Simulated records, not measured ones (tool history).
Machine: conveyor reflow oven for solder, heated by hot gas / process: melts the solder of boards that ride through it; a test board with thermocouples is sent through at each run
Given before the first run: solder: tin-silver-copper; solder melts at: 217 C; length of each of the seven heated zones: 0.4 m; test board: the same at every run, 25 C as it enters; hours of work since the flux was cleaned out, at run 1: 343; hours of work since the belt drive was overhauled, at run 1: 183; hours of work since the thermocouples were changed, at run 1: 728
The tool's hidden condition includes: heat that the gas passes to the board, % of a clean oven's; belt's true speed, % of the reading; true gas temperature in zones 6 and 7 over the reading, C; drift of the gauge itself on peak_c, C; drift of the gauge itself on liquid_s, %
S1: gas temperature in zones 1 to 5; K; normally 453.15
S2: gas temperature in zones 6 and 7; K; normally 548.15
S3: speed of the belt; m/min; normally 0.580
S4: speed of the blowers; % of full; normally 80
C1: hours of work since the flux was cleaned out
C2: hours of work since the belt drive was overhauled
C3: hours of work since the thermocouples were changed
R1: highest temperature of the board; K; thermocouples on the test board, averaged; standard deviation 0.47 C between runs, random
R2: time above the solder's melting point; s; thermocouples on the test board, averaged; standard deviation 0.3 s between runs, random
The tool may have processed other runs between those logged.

| run | hour | S1 | S2 | S3 | S4 | C1 | C2 | C3 | R1 | R2 |
|---|---|---|---|---|---|---|---|---|---|---|
| 1 | 0.0 | 453.15 | 548.15 | 0.580 | 80 | 343 | 183 | 728 | 531.35 | 68.7 |
| 2 | 8.7 | 453.15 | 548.15 | 0.580 | 80 | 348 | 188 | 733 | 529.95 | 69.4 |
| 3 | 14.5 | 453.15 | 548.15 | 0.580 | 81 | 351 | 191 | 736 | 532.55 | 68.8 |
| 4 | 25.0 | 453.15 | 548.15 | 0.580 | 80 | 357 | 197 | 742 | 531.25 | 68.8 |
| 5 | 33.6 | 453.15 | 548.15 | 0.580 | 80 | 361 | 201 | 746 | 530.85 | 68.9 |
| 6 | 40.7 | 453.15 | 548.15 | 0.580 | 80 | 365 | 205 | 750 | 531.95 | 68.6 |
| 7 | 49.0 | 453.15 | 548.15 | 0.478 | 80 | 370 | 210 | 755 | 537.55 | 88.5 |
| 8 | 57.0 | 453.15 | 548.15 | 0.478 | 80 | 374 | 214 | 759 | 537.05 | 88.8 |
| 9 | 61.5 | 453.15 | 548.15 | 0.580 | 81 | 376 | 216 | 761 | 531.35 | 69.2 |
| 10 | 66.0 | 453.15 | 548.15 | 0.580 | 81 | 379 | 219 | 764 | 531.05 | 68.6 |
| 11 | 75.6 | 453.15 | 548.15 | 0.580 | 81 | 384 | 224 | 769 | 531.05 | 68.8 |
| 12 | 86.1 | 453.15 | 548.15 | 0.580 | 81 | 390 | 230 | 775 | 531.95 | 69.2 |
| 13 | 93.3 | 456.15 | 558.15 | 0.478 | 77 | 393 | 233 | 778 | 546.75 | 95.0 |
| 14 | 101.0 | 456.15 | 558.15 | 0.527 | 89 | 398 | 238 | 783 | 544.85 | 85.6 |
|  | 106.8 | flux residue cleaned out of gas plates and filters |
| 15 | 111.5 | 456.15 | 558.15 | 0.527 | 89 | 3 | 241 | 785 | 543.55 | 84.7 |
| 16 | 120.1 | 453.15 | 550.15 | 0.580 | 80 | 7 | 245 | 790 | 530.95 | 68.2 |
| 17 | 130.8 | 452.15 | 549.15 | 0.580 | 57 | 13 | 251 | 796 | 523.35 | 59.5 |
|  | 137.2 | flux residue cleaned out of gas plates and filters, once more |
| 18 | 142.3 | 452.15 | 560.15 | 0.687 | 57 | 3 | 254 | 799 | 529.05 | 54.4 |
| 19 | 151.7 | 452.15 | 560.15 | 0.687 | 57 | 8 | 259 | 804 | 529.85 | 53.9 |
| 20 | 157.3 | 453.15 | 548.15 | 0.580 | 80 | 11 | 262 | 807 | 534.35 | 71.3 |
| 21 | 162.4 | 449.15 | 558.15 | 0.468 | 80 | 14 | 265 | 810 | 547.05 | 95.4 |
| 22 | 169.8 | 455.15 | 548.15 | 0.580 | 80 | 17 | 269 | 814 | 534.35 | 71.5 |
| 23 | 178.4 | 452.15 | 538.15 | 0.512 | 59 | 22 | 274 | 819 | 522.35 | 70.8 |
| 24 | 184.1 | 452.15 | 538.15 | 0.512 | 59 | 25 | 277 | 822 | 522.85 | 71.1 |

Branching from run 24: 3 alternative next runs. What would each branch give?
| A | 193.1 | 453.15 | 548.15 | 0.470 | 82 | 30 | 281 | 826 | ? | ? |
| B | 193.1 | 452.15 | 538.15 | 0.684 | 59 | 30 | 281 | 826 | ? | ? |
| C | 193.1 | 453.15 | 539.15 | 0.580 | 80 | 30 | 281 | 826 | ? | ? |

| run | R1 | R2 |
|---|---|---|
| A | 539.25 | 92.0 |
| B | 512.55 | 41.6 |
| C | 525.15 | 65.9 |
Had the tool no hidden state, the same runs would have come out as:
| run | R1 | R2 |
|---|---|---|
| A | 540.95 | 92.2 |
| B | 513.85 | 42.7 |
| C | 526.75 | 66.6 |

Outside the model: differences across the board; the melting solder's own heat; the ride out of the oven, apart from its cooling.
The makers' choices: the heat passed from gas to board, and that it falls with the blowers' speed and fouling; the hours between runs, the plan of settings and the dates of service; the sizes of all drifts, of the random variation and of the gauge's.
